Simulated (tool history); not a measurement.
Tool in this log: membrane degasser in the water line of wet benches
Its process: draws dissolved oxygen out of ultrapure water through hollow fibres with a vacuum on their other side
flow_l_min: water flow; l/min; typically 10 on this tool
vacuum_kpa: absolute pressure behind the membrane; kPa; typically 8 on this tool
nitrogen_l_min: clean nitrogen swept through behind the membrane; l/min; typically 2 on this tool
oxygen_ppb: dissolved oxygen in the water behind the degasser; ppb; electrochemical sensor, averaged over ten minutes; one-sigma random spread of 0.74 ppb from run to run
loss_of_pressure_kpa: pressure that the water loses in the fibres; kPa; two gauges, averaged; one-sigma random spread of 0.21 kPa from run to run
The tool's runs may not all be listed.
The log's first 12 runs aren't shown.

run,hour,flow_l_min,vacuum_kpa,nitrogen_l_min,hours since the membrane was changed,hours since the vacuum gauge was calibrated,hours since the vacuum lines were made tight,oxygen_ppb,loss_of_pressure_kpa
13,610.9,10,8,2,2876,2849,7177,73,49.37
14,666.6,10,8,2,2932,2905,7233,73.1,49.83
15,703.8,15,8,2,2969,2942,7270,142.5,74.84
16,760,15,8,2,3025,2998,7326,144.2,74.86
17,800.6,10,8,2,3066,3039,7367,75.1,49.91
18,829.5,11,18.05,1.01,3095,3067,7396,393.9,54.64
19,898.3,11,18.05,1.01,3164,3136,7465,392,55.06
20,937.6,13,8,3.75,3203,3175,7504,76.4,65.15
21,984.8,10,12.35,2,3250,3223,7551,126.7,49.95
22,1039.3,7,8,2,3305,3277,7606,47.3,34.95
23,1098.2,7,8,2,3364,3336,7665,47.1,34.89
# hour 1122.3: vacuum gauge calibrated
24,1132.7,10,13.81,2,3398,10,7698,141.5,49.98
25,1174.8,15,6.4,2,3440,52,7741,112.4,74.92
26,1206.1,7,8,3.85,3471,84,7772,24.5,35.02
27,1265.8,15,8,1.21,3531,143,7832,193.2,74.89
28,1333.2,10,17.69,5.15,3598,211,7899,82.6,49.93
29,1399.5,12,6.54,5.37,3664,277,7965,44.2,59.91
30,1436.8,11,6.54,1.14,3702,314,8003,94.6,54.89
31,1484.5,10,7.13,2,3749,362,8050,61.3,49.89
32,1554.6,10,19.96,1.98,3819,432,8120,220.5,49.73
33,1619.1,6,8,2,3884,497,8185,38.1,30.05

Each row is a separate what-if for the run after 33, all from the same tool condition, not one after another. Results?
A,1652,10,5.91,4.37,3917,530,8218,?,?
B,1652,11,8,2.65,3917,530,8218,?,?
C,1652,8,5.52,0.85,3917,530,8218,?,?

run,oxygen_ppb,loss_of_pressure_kpa
A,27.7,50.28
B,67.7,55.27
C,58.5,40.18
Take away the tool's hidden state, keep each run's random variation, and the runs would have read:
run,oxygen_ppb,loss_of_pressure_kpa
A,25.2,48.95
B,63.5,53.81
C,55.5,39.12
